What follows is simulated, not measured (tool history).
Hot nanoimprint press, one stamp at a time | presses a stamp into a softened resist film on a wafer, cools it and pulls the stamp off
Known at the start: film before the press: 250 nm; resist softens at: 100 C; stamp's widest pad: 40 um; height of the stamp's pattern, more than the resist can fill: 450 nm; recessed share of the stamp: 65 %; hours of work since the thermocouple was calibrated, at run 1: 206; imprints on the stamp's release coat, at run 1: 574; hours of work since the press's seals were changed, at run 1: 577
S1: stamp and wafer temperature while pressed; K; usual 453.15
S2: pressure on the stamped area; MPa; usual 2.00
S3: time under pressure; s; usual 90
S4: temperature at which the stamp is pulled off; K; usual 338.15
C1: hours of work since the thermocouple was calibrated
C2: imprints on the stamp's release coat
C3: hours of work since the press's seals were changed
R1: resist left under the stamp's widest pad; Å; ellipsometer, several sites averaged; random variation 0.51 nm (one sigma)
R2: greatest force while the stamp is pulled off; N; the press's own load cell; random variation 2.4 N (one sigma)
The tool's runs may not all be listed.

run,hour,S1,S2,S3,S4,C1,C2,C3,R1,R2
1,0.0,453.15,2.00,90,338.15,206,574,577,1259,104
2,18.9,453.15,2.00,90,338.15,218,627,589,1259,109
3,32.8,453.15,1.88,90,338.15,227,665,598,1292,113
4,54.6,453.15,1.88,90,338.15,241,726,612,1301,106
5,73.0,453.15,1.88,90,338.15,252,777,624,1295,107
6,84.9,453.15,2.00,90,338.15,260,810,631,1267,109
7,102.9,453.15,2.00,90,338.15,271,860,643,1263,113
8,126.1,453.15,2.00,90,338.15,286,925,657,1268,103
9,141.8,453.15,2.00,90,338.15,296,968,667,1261,108
10,165.3,453.15,2.00,90,338.15,311,1033,682,1263,109
11,188.7,447.15,2.00,90,338.15,326,1098,697,1515,108
12,208.0,453.15,2.00,90,338.15,338,1152,710,1269,108
13,226.9,453.15,2.00,90,338.15,350,1205,722,1266,107
14,245.5,453.15,2.00,90,338.15,362,1256,733,1272,108
15,258.6,453.15,2.00,90,326.15,371,1293,742,1261,121
16,271.0,453.15,2.00,90,326.15,379,1327,750,1263,127
17,297.2,453.15,2.00,90,326.15,395,1400,766,1276,125
# hour 317.6: stamp cleaned and given a new release coat
18,325.7,453.15,2.00,53,339.15,410,22,781,1523,103
19,346.6,457.15,2.00,53,337.15,423,81,794,1379,112
# hour 354.8: plate thermocouple calibrated
20,361.2,453.15,2.00,55,325.15,4,113,801,1504,118
21,377.8,453.15,1.53,55,325.15,15,159,812,1639,122
22,402.5,453.15,1.53,55,325.15,30,227,828,1650,124
23,423.9,444.15,1.24,70,328.15,44,287,841,1980,113
24,443.8,444.15,1.24,70,328.15,57,342,854,1968,119
25,461.3,453.15,2.06,87,338.15,68,391,865,1279,106
26,483.2,453.15,2.06,87,338.15,82,452,879,1280,108
27,500.9,453.15,2.43,141,336.15,93,501,891,990,108
28,528.2,461.15,2.00,90,330.15,110,576,908,1016,117
# hour 540.7: press's hydraulic seals changed and the load cell set to zero
29,549.3,464.15,2.55,178,338.15,119,613,5,614,106

Forecast each of these 4 alternatives for the next run:
A,569.1,465.15,1.57,90,342.15,131,668,18,?,?
B,569.1,464.15,2.55,85,338.15,131,668,18,?,?
C,569.1,446.15,1.33,178,330.15,131,668,18,?,?
D,569.1,444.15,2.00,90,324.15,131,668,18,?,?

run,R1,R2
A,1002,102
B,851,109
C,1448,110
D,1652,124
Without the tool's hidden state the same runs would have given:
run,R1,R2
A,985,101
B,836,108
C,1422,109
D,1623,123

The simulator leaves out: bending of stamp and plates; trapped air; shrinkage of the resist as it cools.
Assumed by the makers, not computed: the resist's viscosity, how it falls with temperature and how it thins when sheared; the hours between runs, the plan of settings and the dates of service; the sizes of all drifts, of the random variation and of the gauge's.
